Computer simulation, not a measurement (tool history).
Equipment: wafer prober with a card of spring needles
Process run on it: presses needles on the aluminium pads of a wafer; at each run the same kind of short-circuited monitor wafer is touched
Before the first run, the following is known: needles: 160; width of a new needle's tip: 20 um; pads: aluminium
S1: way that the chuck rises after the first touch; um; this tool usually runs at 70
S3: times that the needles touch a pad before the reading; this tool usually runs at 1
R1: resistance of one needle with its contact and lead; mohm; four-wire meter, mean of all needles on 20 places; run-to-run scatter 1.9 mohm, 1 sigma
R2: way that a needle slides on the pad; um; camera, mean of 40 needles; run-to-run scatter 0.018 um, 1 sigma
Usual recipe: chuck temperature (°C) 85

run 1 hour=0.0 | S1=70 chuck_temperature_(°C)=85 S3=1 | R1=257 R2=9.76
-- hour=8.2 tips cleaned on abrasive film
run 2 hour=27.3 | S1=74 chuck_temperature_(°C)=85 S3=1 | R1=253 R2=10.37
-- hour=34.7 tips cleaned on abrasive film
run 3 hour=53.7 | S1=70 chuck_temperature_(°C)=85 S3=1 | R1=261 R2=9.79
-- hour=60.2 tips cleaned on abrasive film
run 4 hour=78.7 | S1=70 chuck_temperature_(°C)=85 S3=1 | R1=262 R2=9.76
-- hour=86.2 tips cleaned on abrasive film
-- hour=112.8 tips cleaned on abrasive film
run 5 hour=118.9 | S1=70 chuck_temperature_(°C)=85 S3=1 | R1=233 R2=9.76
-- hour=140.1 tips cleaned on abrasive film
run 6 hour=146.3 | S1=70 chuck_temperature_(°C)=85 S3=1 | R1=235 R2=9.74
-- hour=165.4 tips cleaned on abrasive film
run 7 hour=186.8 | S1=70 chuck_temperature_(°C)=85 S3=1 | R1=261 R2=9.69
-- hour=193.6 tips cleaned on abrasive film
run 8 hour=212.8 | S1=70 chuck_temperature_(°C)=85 S3=1 | R1=260 R2=9.69
-- hour=218.2 tips cleaned on abrasive film
run 9 hour=237.1 | S1=70 chuck_temperature_(°C)=85 S3=1 | R1=263 R2=9.67
-- hour=243.4 tips cleaned on abrasive film
-- hour=270.2 tips cleaned on abrasive film
run 10 hour=278.2 | S1=70 chuck_temperature_(°C)=85 S3=1 | R1=243 R2=9.67
-- hour=298.0 tips cleaned on abrasive film
run 11 hour=311.8 | S1=58 chuck_temperature_(°C)=85 S3=1 | R1=281 R2=7.98
-- hour=323.6 tips cleaned on abrasive film
-- hour=349.8 tips cleaned on abrasive film
run 12 hour=355.0 | S1=84 chuck_temperature_(°C)=25 S3=2 | R1=206 R2=11.58
-- hour=375.6 tips cleaned on abrasive film
run 13 hour=380.3 | S1=84 chuck_temperature_(°C)=53 S3=2 | R1=205 R2=11.57
-- hour=402.1 tips cleaned on abrasive film
run 14 hour=420.3 | S1=84 chuck_temperature_(°C)=53 S3=2 | R1=226 R2=11.61
-- hour=427.3 tips cleaned on abrasive film
-- hour=452.4 tips cleaned on abrasive film
run 15 hour=454.1 | S1=84 chuck_temperature_(°C)=53 S3=2 | R1=202 R2=11.59
-- hour=478.9 tips cleaned on abrasive film
run 16 hour=478.9 | S1=84 chuck_temperature_(°C)=53 S3=2 | R1=199 R2=11.54
-- hour=506.0 tips cleaned on abrasive film
run 17 hour=520.4 | S1=73 chuck_temperature_(°C)=53 S3=1 | R1=246 R2=9.97
-- hour=531.4 tips cleaned on abrasive film
run 18 hour=555.0 | S1=51 chuck_temperature_(°C)=97 S3=1 | R1=329 R2=6.87

Predict each of these 4 candidate next runs independently; none follows another, all start after run 18:
-- hour=558.2 tips cleaned on abrasive film
-- hour=584.5 tips cleaned on abrasive film
run A hour=596.1 | S1=57 chuck_temperature_(°C)=85 S3=2 | R1=? R2=?
-- hour=558.2 tips cleaned on abrasive film
-- hour=584.5 tips cleaned on abrasive film
run B hour=596.1 | S1=51 chuck_temperature_(°C)=40 S3=2 | R1=? R2=?
-- hour=558.2 tips cleaned on abrasive film
-- hour=584.5 tips cleaned on abrasive film
run C hour=596.1 | S1=69 chuck_temperature_(°C)=77 S3=1 | R1=? R2=?
-- hour=558.2 tips cleaned on abrasive film
-- hour=584.5 tips cleaned on abrasive film
run D hour=596.1 | S1=50 chuck_temperature_(°C)=103 S3=2 | R1=? R2=?

run=A R1=262 R2=7.70
run=B R1=262 R2=6.84
run=C R1=258 R2=9.36
run=D R1=277 R2=6.72
Without the tool's hidden state the same runs would have given:
run=A R1=217 R2=8.03
run=B R1=204 R2=7.17
run=C R1=208 R2=9.68
run=D R1=222 R2=7.04

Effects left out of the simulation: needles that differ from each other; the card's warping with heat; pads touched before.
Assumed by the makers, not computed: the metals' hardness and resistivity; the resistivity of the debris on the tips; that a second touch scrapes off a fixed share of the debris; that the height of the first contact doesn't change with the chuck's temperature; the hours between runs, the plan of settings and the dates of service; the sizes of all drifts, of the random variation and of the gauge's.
